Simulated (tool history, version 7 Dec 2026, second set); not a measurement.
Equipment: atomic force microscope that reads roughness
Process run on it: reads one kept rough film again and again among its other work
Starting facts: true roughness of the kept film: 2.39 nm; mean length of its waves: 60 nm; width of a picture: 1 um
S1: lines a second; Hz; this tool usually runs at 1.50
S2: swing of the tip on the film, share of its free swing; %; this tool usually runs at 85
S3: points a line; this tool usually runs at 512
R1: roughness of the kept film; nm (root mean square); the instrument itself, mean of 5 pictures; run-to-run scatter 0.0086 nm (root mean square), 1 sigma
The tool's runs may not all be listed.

run,day,S1,S2,S3,R1
1,0.000,1.50,85,512,1.750
2,0.912,1.50,69,512,1.946
# day 1.475: new tip fitted
3,1.721,1.50,69,512,2.106
4,2.646,1.50,71,512,2.076
5,4.112,1.50,71,512,2.030
6,5.317,1.50,71,512,2.011
7,6.179,1.50,71,512,2.020
8,7.992,1.50,71,512,1.970
9,9.267,1.50,71,512,1.970
10,11.088,1.50,71,512,1.942
11,12.075,1.50,71,512,1.919
# day 12.696: new tip fitted
12,13.233,1.50,71,512,2.087
13,14.596,1.50,71,512,2.063
14,16.071,1.50,85,257,1.829
15,17.742,1.50,85,257,1.800
16,18.929,1.50,85,257,1.795
17,19.742,1.50,85,257,1.788
18,21.304,1.50,85,257,1.765
19,22.088,1.50,85,257,1.748
20,23.771,1.50,85,257,1.734
# day 23.950: new tip fitted
21,25.267,1.50,85,257,1.850
22,26.812,3.26,85,512,1.522
23,28.171,2.75,85,479,1.593
24,29.104,1.50,85,811,1.805
25,30.283,1.50,85,348,1.799
26,31.279,1.14,85,332,1.867
27,32.133,1.14,85,332,1.852
28,33.458,3.60,83,513,1.445
29,34.300,2.29,63,512,1.951
# day 35.188: new tip fitted
30,35.192,0.84,68,927,2.210
31,36.517,3.46,61,276,2.003
32,38.133,3.46,58,482,2.032
33,39.367,1.56,64,512,2.066
34,41.021,2.68,73,575,1.816
35,42.438,1.19,57,550,2.098
36,43.833,2.49,73,349,1.794
37,44.879,0.74,76,631,2.003
38,46.058,1.50,85,751,1.733
# day 46.367: new tip fitted
39,47.892,1.50,85,751,1.859
40,48.983,1.50,56,343,2.162
41,49.850,1.50,56,343,2.148
42,51.479,1.50,56,343,2.125
43,52.692,0.54,65,510,2.151
44,54.367,0.54,65,510,2.113

Predict each of these 4 candidate next runs independently; none follows another, all start after run 44:
A,55.233,1.50,69,412,?
B,55.233,3.51,77,776,?
C,55.233,2.09,68,510,?
D,55.233,1.50,81,840,?

run,R1
A,1.963
B,1.599
C,1.920
D,1.820
Take away the tool's hidden state, keep each run's random variation, and the runs would have read:
run,R1
A,2.123
B,1.729
C,2.076
D,1.968
